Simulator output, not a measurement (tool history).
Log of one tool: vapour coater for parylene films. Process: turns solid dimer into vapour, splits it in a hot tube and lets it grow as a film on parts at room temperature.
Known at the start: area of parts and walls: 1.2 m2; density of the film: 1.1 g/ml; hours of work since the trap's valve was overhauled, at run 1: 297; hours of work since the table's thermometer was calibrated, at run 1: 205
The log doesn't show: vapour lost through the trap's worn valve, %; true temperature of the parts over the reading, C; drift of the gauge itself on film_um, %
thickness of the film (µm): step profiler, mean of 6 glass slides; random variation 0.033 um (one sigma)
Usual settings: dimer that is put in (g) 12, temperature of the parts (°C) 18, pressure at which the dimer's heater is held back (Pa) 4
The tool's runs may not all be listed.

run,hour,dimer that is put in (g),temperature of the parts (°C),pressure at which the dimer's heater is held back (Pa),hours of work since the trap's valve was overhauled,hours of work since the table's thermometer was calibrated,thickness of the film (µm)
1,0,12,18,4,297,205,4.97
2,15.5,12,13,4,305,213,5.64
3,32.1,12,15,4,313,221,5.27
4,46.3,12,15,4,321,228,5.23
5,67.4,12,11,4,332,239,5.82
6,88.3,8,18,4,342,250,3.31
7,104.7,8,18,4,351,259,3.31
8,114.3,8,18,4,356,264,3.25
9,133.3,12,18,11.19,366,273,4.26
10,148.4,12,18,11.19,373,281,4.19
11,170.3,12,18,11.19,385,292,4.25
12,180.9,12,18,11.19,390,298,4.24
13,196.6,12,18,11.19,398,306,4.19
14,217,12,18,11.19,409,317,4.21
15,229.5,17,18,4,415,323,6.94
16,251,11,18,4,426,334,4.46
17,268,12,18,4,435,343,4.79
18,287.1,19,18,4,445,353,7.67
19,298.6,19,18,4,451,359,7.74
20,311.4,19,18,4,458,365,7.71
21,326.7,19,18,4,465,373,7.66
# hour 331.7: trap's valve overhauled
22,341.9,19,29,4,5,379,6.36
23,357.2,19,29,4,13,387,6.39
24,378.3,19,29,4,24,398,6.44
25,396.1,19,29,4,33,407,6.3
26,411.3,18,18,3.52,41,415,7.85
27,425.7,13,18,2.34,49,422,6.03
28,437.9,7,16,3.73,55,428,3.15
29,448.5,8,21,4,60,434,3.2
30,470.2,10,19,4,71,445,4.17
31,486.2,10,19,4,80,453,4.15
32,497.6,12,16,4,86,459,5.24
33,506.9,12,29,6.22,90,464,3.65
34,521.8,12,29,6.22,98,472,3.74
35,540.4,9,18,7.79,108,481,3.43
36,559.5,9,18,5.42,118,491,3.62
37,573.4,12,17,4,125,498,5.21
38,591.6,7,17,2.82,134,508,3.17
39,609.4,6,28,7.84,143,517,1.82
40,627,20,11,4,152,526,9.89
41,642.4,10,18,2.24,160,534,4.63
42,663.7,22,18,2.23,171,545,10.03
43,674.6,12,21,4,177,551,4.66
44,687.5,15,18,2.71,184,557,6.69
45,697.4,12,18,8.65,189,562,4.51
46,709.8,7,16,8.3,195,569,2.73
47,726.8,7,16,8.3,204,577,2.75

The same runs without the tool's hidden state, with the same run-to-run variation:
run,thickness of the film (µm)
1,5.22
2,5.94
3,5.56
4,5.52
5,6.15
6,3.51
7,3.51
8,3.45
9,4.53
10,4.46
11,4.53
12,4.53
13,4.48
14,4.51
15,7.44
16,4.79
17,5.15
18,8.27
19,8.35
20,8.33
21,8.28
22,6.44
23,6.48
24,6.53
25,6.4
26,7.98
27,6.14
28,3.22
29,3.27
30,4.26
31,4.25
32,5.37
33,3.74
34,3.84
35,3.52
36,3.73
37,5.38
38,3.28
39,1.89
40,10.25
41,4.8
42,10.41
43,4.85
44,6.96
45,4.7
46,2.84
47,2.87
